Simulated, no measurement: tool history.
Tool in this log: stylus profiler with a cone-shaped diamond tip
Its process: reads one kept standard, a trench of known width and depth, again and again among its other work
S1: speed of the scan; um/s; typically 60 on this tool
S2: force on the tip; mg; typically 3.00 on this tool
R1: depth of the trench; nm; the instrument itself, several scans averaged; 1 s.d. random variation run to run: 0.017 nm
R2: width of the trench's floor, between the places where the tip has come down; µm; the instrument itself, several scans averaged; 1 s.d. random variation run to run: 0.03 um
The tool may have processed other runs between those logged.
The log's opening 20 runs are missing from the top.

run 21 hour=1169.8 | S1=172 S2=3.00 | R1=101.22 R2=97.90
run 22 hour=1252.6 | S1=172 S2=3.00 | R1=101.23 R2=97.88
run 23 hour=1324.7 | S1=172 S2=3.00 | R1=101.20 R2=97.82
run 24 hour=1360.4 | S1=172 S2=3.00 | R1=101.22 R2=97.87
run 25 hour=1438.7 | S1=172 S2=3.00 | R1=101.21 R2=97.83
run 26 hour=1518.9 | S1=58 S2=1.19 | R1=100.64 R2=98.04
run 27 hour=1573.2 | S1=58 S2=1.19 | R1=100.60 R2=98.10
run 28 hour=1620.9 | S1=35 S2=3.00 | R1=101.17 R2=98.28
run 29 hour=1662.1 | S1=35 S2=3.00 | R1=101.20 R2=98.22
run 30 hour=1735.6 | S1=19 S2=4.04 | R1=101.44 R2=98.32
run 31 hour=1815.4 | S1=131 S2=1.69 | R1=100.80 R2=97.77
run 32 hour=1850.7 | S1=131 S2=1.69 | R1=100.82 R2=97.83
run 33 hour=1930.0 | S1=131 S2=1.69 | R1=100.77 R2=97.80
run 34 hour=1966.9 | S1=22 S2=1.03 | R1=100.53 R2=98.18
run 35 hour=2012.8 | S1=114 S2=4.26 | R1=101.51 R2=98.05
run 36 hour=2079.0 | S1=16 S2=3.47 | R1=101.30 R2=98.27
run 37 hour=2131.7 | S1=16 S2=3.47 | R1=101.26 R2=98.25
run 38 hour=2188.9 | S1=60 S2=4.04 | R1=101.42 R2=98.16
run 39 hour=2233.5 | S1=60 S2=4.04 | R1=101.44 R2=98.16
run 40 hour=2310.9 | S1=60 S2=4.04 | R1=101.40 R2=98.11
run 41 hour=2389.1 | S1=60 S2=4.04 | R1=101.39 R2=98.11
run 42 hour=2444.2 | S1=60 S2=4.04 | R1=101.42 R2=98.13
run 43 hour=2515.8 | S1=31 S2=6.46 | R1=101.92 R2=98.20
run 44 hour=2577.5 | S1=31 S2=6.46 | R1=101.94 R2=98.22
run 45 hour=2642.6 | S1=53 S2=8.36 | R1=102.31 R2=98.14

Consider 4 possible next runs. They are alternatives, not a sequence: every one starts from the tool as it was left by run 45. What does each give?
run A hour=2722.7 | S1=28 S2=5.31 | R1=? R2=?
run B hour=2722.7 | S1=53 S2=3.37 | R1=? R2=?
run C hour=2722.7 | S1=53 S2=5.87 | R1=? R2=?
run D hour=2722.7 | S1=100 S2=1.93 | R1=? R2=?

run=A R1=101.68 R2=98.18
run=B R1=101.22 R2=98.14
run=C R1=101.83 R2=98.13
run=D R1=100.83 R2=97.89
With the hidden condition removed and each run's random variation left untouched, the same runs would have given:
run=A R1=101.81 R2=98.67
run=B R1=101.34 R2=98.62
run=C R1=101.96 R2=98.62
run=D R1=100.95 R2=98.38

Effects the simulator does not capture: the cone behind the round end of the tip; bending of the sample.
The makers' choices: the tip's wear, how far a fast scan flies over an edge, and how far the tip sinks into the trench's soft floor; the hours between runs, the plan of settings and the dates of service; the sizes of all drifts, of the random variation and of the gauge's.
